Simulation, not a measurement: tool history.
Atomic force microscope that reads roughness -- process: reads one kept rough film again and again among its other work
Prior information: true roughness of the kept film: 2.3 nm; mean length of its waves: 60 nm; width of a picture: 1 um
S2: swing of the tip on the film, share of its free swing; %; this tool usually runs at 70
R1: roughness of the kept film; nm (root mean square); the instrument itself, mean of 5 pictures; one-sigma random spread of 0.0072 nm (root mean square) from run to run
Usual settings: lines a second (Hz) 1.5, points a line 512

Run 1, hour 0: usual settings. Result: R1 2.203 nm (root mean square).
Run 2, hour 17.4: usual settings. Result: R1 2.189 nm (root mean square).
Run 3, hour 50.5: usual settings but lines a second (Hz) 0.5. Result: R1 2.246 nm (root mean square).
Run 4, hour 66.9: usual settings but S2 57 %. Result: R1 2.226 nm (root mean square).
Run 5, hour 89: usual settings but S2 57 %. Result: R1 2.225 nm (root mean square).
Run 6, hour 115: usual settings but S2 57 %. Result: R1 2.243 nm (root mean square).
Run 7, hour 147: usual settings but lines a second (Hz) 0.84. Result: R1 2.232 nm (root mean square).
Run 8, hour 163.8: usual settings but lines a second (Hz) 0.84. Result: R1 2.232 nm (root mean square).
Run 9, hour 188.9: usual settings. Result: R1 2.191 nm (root mean square).
Run 10, hour 225.1: usual settings. Result: R1 2.205 nm (root mean square).
Run 11, hour 255.5: usual settings. Result: R1 2.192 nm (root mean square).
At hour 268.7: new tip fitted.
Run 12, hour 282.4: usual settings. Result: R1 2.208 nm (root mean square).
Run 13, hour 310.6: usual settings. Result: R1 2.207 nm (root mean square).
Run 14, hour 330.8: usual settings but lines a second (Hz) 1.42, S2 59 %, points a line 404. Result: R1 2.233 nm (root mean square).

Run 15, settings as shown, results not yet in. Your forecast:
Run 15, hour 366.3: usual settings but lines a second (Hz) 1.42, S2 59 %, points a line 490. Result: R1 ?.

{"run 15": {"R1": 2.227}}
On a tool with no hidden condition, and with the same random variation, this run would have come out at R1 2.228 nm (root mean square).
